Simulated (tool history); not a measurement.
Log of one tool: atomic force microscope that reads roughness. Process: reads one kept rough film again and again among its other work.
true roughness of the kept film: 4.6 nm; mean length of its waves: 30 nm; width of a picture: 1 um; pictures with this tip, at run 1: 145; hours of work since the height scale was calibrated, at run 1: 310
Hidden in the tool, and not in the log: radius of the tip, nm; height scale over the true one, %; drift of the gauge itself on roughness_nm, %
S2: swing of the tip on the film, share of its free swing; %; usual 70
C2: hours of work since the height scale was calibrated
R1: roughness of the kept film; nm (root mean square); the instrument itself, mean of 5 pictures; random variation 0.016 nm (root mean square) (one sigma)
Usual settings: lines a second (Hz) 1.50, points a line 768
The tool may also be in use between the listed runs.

{"run": 1, "hour": 0.0, "lines a second (Hz)": 1.5, "S2": 70, "points a line": 768, "pictures with this tip": 145, "C2": 310, "R1": 3.237}
{"run": 2, "hour": 45.5, "lines a second (Hz)": 1.5, "S2": 70, "points a line": 768, "pictures with this tip": 201, "C2": 334, "R1": 3.027}
{"run": 3, "hour": 82.4, "lines a second (Hz)": 1.5, "S2": 70, "points a line": 768, "pictures with this tip": 247, "C2": 354, "R1": 2.904}
{"hour": 148.0, "done": "new tip fitted"}
{"run": 4, "hour": 148.0, "lines a second (Hz)": 1.5, "S2": 70, "points a line": 768, "pictures with this tip": 0, "C2": 389, "R1": 3.785}
{"run": 5, "hour": 196.0, "lines a second (Hz)": 1.5, "S2": 70, "points a line": 768, "pictures with this tip": 59, "C2": 415, "R1": 3.473}
{"run": 6, "hour": 241.1, "lines a second (Hz)": 1.5, "S2": 57, "points a line": 768, "pictures with this tip": 115, "C2": 439, "R1": 3.376}
{"run": 7, "hour": 269.4, "lines a second (Hz)": 1.5, "S2": 70, "points a line": 768, "pictures with this tip": 150, "C2": 454, "R1": 3.115}
{"run": 8, "hour": 336.4, "lines a second (Hz)": 1.5, "S2": 70, "points a line": 768, "pictures with this tip": 233, "C2": 490, "R1": 2.806}
{"run": 9, "hour": 367.9, "lines a second (Hz)": 1.5, "S2": 70, "points a line": 768, "pictures with this tip": 272, "C2": 507, "R1": 2.712}
{"hour": 374.0, "done": "height scale calibrated on a step standard"}
{"run": 10, "hour": 408.4, "lines a second (Hz)": 1.5, "S2": 70, "points a line": 768, "pictures with this tip": 321, "C2": 18, "R1": 2.584}
{"hour": 413.6, "done": "new tip fitted"}
{"run": 11, "hour": 444.3, "lines a second (Hz)": 0.88, "S2": 58, "points a line": 260, "pictures with this tip": 38, "C2": 37, "R1": 3.717}
{"run": 12, "hour": 499.6, "lines a second (Hz)": 0.88, "S2": 58, "points a line": 260, "pictures with this tip": 107, "C2": 67, "R1": 3.411}
{"run": 13, "hour": 560.8, "lines a second (Hz)": 0.88, "S2": 58, "points a line": 260, "pictures with this tip": 183, "C2": 100, "R1": 3.117}
{"run": 14, "hour": 618.2, "lines a second (Hz)": 0.67, "S2": 86, "points a line": 768, "pictures with this tip": 254, "C2": 131, "R1": 2.771}
{"hour": 628.9, "done": "height scale calibrated on a step standard, once more"}
{"hour": 679.4, "done": "new tip fitted"}
{"run": 15, "hour": 682.3, "lines a second (Hz)": 0.69, "S2": 77, "points a line": 553, "pictures with this tip": 3, "C2": 28, "R1": 3.789}
{"run": 16, "hour": 743.3, "lines a second (Hz)": 0.69, "S2": 77, "points a line": 553, "pictures with this tip": 79, "C2": 61, "R1": 3.4}
{"run": 17, "hour": 808.5, "lines a second (Hz)": 0.51, "S2": 77, "points a line": 553, "pictures with this tip": 160, "C2": 96, "R1": 3.118}
{"run": 18, "hour": 869.8, "lines a second (Hz)": 1.5, "S2": 70, "points a line": 608, "pictures with this tip": 236, "C2": 129, "R1": 2.78}
{"run": 19, "hour": 934.5, "lines a second (Hz)": 1.5, "S2": 70, "points a line": 608, "pictures with this tip": 316, "C2": 164, "R1": 2.574}

Hidden state at the last listed run before each entry between runs and at the first one after, where it differs:
Between runs 3 and 4: new tip fitted (hour 148.0)
  radius of the tip, nm: 24 -> 7; height scale over the true one, %: 0.38 -> 0.4
  measured less the result without the state, R1: -0.857 -> +0.013 nm (root mean square)
Between runs 9 and 10: height scale calibrated on a step standard (hour 374.0)
  radius of the tip, nm: 29 -> 33.2; height scale over the true one, %: 0.48 -> 0.56
  measured less the result without the state, R1: -1.035 -> -1.174 nm (root mean square)
Between runs 10 and 11: new tip fitted (hour 413.6)
  radius of the tip, nm: 33.2 -> 10.1; height scale over the true one, %: 0.56 -> 0.58
  measured less the result without the state, R1: -1.174 -> -0.178 nm (root mean square)
Between runs 14 and 15: height scale calibrated on a step standard, once more (hour 628.9); new tip fitted (hour 679.4)
  radius of the tip, nm: 27.5 -> 7.7; height scale over the true one, %: 0.64 -> 0.04
  measured less the result without the state, R1: -0.983 -> -0.047 nm (root mean square)

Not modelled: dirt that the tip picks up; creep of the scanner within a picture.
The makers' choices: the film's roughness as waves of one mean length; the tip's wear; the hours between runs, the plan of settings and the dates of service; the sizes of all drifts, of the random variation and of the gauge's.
